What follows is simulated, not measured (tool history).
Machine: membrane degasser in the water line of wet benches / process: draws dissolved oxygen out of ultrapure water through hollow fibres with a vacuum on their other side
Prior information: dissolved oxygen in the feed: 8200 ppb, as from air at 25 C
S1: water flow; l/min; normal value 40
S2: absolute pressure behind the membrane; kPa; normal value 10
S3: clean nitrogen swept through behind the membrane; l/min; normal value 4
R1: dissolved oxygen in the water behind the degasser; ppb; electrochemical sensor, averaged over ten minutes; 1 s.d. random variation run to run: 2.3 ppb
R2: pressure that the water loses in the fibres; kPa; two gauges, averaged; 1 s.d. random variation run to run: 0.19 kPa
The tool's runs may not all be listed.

| run | hour | S1 | S2 | S3 | R1 | R2 |
|---|---|---|---|---|---|---|
| 1 | 0 | 40 | 10 | 4 | 227.8 | 39.57 |
| 2 | 19.2 | 40 | 6.6 | 4 | 150.8 | 39.49 |
| 3 | 65.1 | 40 | 6.6 | 4 | 151.4 | 39.36 |
| 4 | 87.6 | 40 | 6.6 | 4 | 149.4 | 39.37 |
| 5 | 123.6 | 40 | 10 | 4 | 230.1 | 39.54 |
| 6 | 163.5 | 40 | 10 | 4 | 229.7 | 39.85 |
| 7 | 185.9 | 40 | 10 | 5.35 | 192.8 | 39.91 |
| 8 | 213.9 | 40 | 11.2 | 4 | 256.7 | 39.43 |
| 9 | 237 | 40 | 10 | 4 | 227.8 | 39.67 |
| 10 | 257.6 | 40 | 10 | 4 | 229.3 | 39.81 |
| 11 | 290.3 | 40 | 10 | 4 | 230.5 | 39.45 |
| 12 | 335.5 | 40 | 15.5 | 4 | 357.2 | 39.45 |
| 13 | 359.4 | 40 | 15.5 | 4 | 353.9 | 39.7 |
| 14 | 401.8 | 40 | 10 | 4 | 229 | 39.79 |
| 15 | 434.6 | 40 | 10 | 4 | 228.1 | 39.32 |
| 16 | 461.4 | 40 | 10 | 4 | 229.2 | 39.48 |
| 17 | 492.3 | 46 | 9 | 2.69 | 316.7 | 45.44 |
| 18 | 513.8 | 46 | 9 | 2.69 | 319.5 | 45.71 |
|  | 518.4 | vacuum gauge calibrated |
| 19 | 535.2 | 46 | 9 | 2.69 | 316.8 | 45.41 |
| 20 | 559.3 | 46 | 9 | 2.69 | 314.5 | 45.73 |
| 21 | 592.2 | 45 | 9.3 | 9.15 | 166.9 | 44.99 |
| 22 | 625 | 46 | 11.7 | 2.33 | 457.8 | 45.11 |
| 23 | 656.1 | 40 | 11.7 | 2.01 | 434 | 39.91 |
|  | 664.6 | vacuum gauge calibrated, once more |
| 24 | 682 | 40 | 11.7 | 2.01 | 434.4 | 39.57 |
| 25 | 710.9 | 37 | 14.2 | 4 | 298.2 | 36.61 |
| 26 | 735 | 36 | 16.5 | 3.92 | 333.5 | 35.67 |
| 27 | 753.7 | 62 | 10 | 4 | 413.5 | 61.52 |
| 28 | 788.4 | 62 | 10 | 4 | 409.5 | 61.57 |
| 29 | 829.5 | 30 | 8.4 | 6.22 | 96.1 | 29.92 |
| 30 | 850.1 | 30 | 8.4 | 6.22 | 95.6 | 29.7 |
| 31 | 891.8 | 55 | 10.8 | 8.62 | 264.2 | 54.48 |
| 32 | 937.9 | 55 | 10.8 | 8.62 | 261.3 | 54.96 |

4 ways to go on from here, each from the tool as it stands after run 32. What would each give?
| A | 963.7 | 31 | 6.9 | 8.62 | ? | ? |
| B | 963.7 | 55 | 10.8 | 1.86 | ? | ? |
| C | 963.7 | 39 | 22.1 | 3.29 | ? | ? |
| D | 963.7 | 50 | 6.9 | 6.29 | ? | ? |

| run | R1 | R2 |
|---|---|---|
| A | 73.7 | 30.72 |
| B | 583.8 | 54.49 |
| C | 551.7 | 38.54 |
| D | 190.2 | 49.52 |
With the hidden condition removed and each run's random variation left untouched, the same runs would have given:
| run | R1 | R2 |
|---|---|---|
| A | 71.6 | 30.42 |
| B | 578.6 | 53.95 |
| C | 547.4 | 38.16 |
| D | 185.2 | 49.03 |

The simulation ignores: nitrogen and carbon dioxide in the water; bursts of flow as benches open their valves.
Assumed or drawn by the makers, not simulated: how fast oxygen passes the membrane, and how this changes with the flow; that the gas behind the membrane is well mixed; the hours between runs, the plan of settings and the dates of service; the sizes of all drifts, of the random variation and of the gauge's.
